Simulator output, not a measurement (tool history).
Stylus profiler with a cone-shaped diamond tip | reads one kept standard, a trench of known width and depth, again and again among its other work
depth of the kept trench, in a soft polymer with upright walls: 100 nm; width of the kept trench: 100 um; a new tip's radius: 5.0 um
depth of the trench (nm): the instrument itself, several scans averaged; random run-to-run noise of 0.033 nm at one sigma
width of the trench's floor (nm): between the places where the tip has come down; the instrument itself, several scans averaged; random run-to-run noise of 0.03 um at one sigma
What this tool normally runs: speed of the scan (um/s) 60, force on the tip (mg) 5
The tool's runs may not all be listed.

run,hour,speed of the scan (um/s),force on the tip (mg),depth of the trench (nm),width of the trench's floor (nm)
1,0,60,5,101.79,97330
2,32.4,60,5,101.79,97370
3,64.5,45,5,101.71,97430
4,96.1,100,5,101.84,97130
5,121.8,100,5,101.75,97160
6,171.4,100,5,101.74,97170
7,208.1,60,10.35,102.97,97420
8,237.4,60,10.35,102.99,97330
9,258.3,60,10.35,102.93,97410
10,298.2,60,2.68,101.06,97210
11,332.2,60,5,101.74,97270
12,363.4,60,5,101.71,97330
13,395.9,60,5,101.72,97280
14,434.5,60,5,101.73,97270
15,479.8,60,5,101.68,97230
16,516.5,28,9.48,102.77,97470
17,561.6,76,1.69,100.75,96940
18,585.8,76,1.69,100.71,96940
19,622.7,148,7.92,102.41,96950
20,646.5,148,7.92,102.39,96960
21,688.5,140,14.02,103.58,97100
22,712.4,20,5.66,101.86,97400
23,744.6,45,13.94,103.58,97430
24,770.1,127,12.07,103.26,97080
25,791.7,127,12.07,103.22,97070
26,841.1,65,1.7,100.66,96950

Below are 3 alternative next runs, each starting from the tool's condition after run 26. Predict each:
A,867.8,117,6.29,?,?
B,867.8,111,1.7,?,?
C,867.8,142,5.86,?,?

run,depth of the trench (nm),width of the trench's floor (nm)
A,101.98,96920
B,100.69,96560
C,101.94,96890
Stripped of hidden state, with their random variation kept, the same runs would have yielded:
run,depth of the trench (nm),width of the trench's floor (nm)
A,102.23,97470
B,100.94,97110
C,102.18,97440
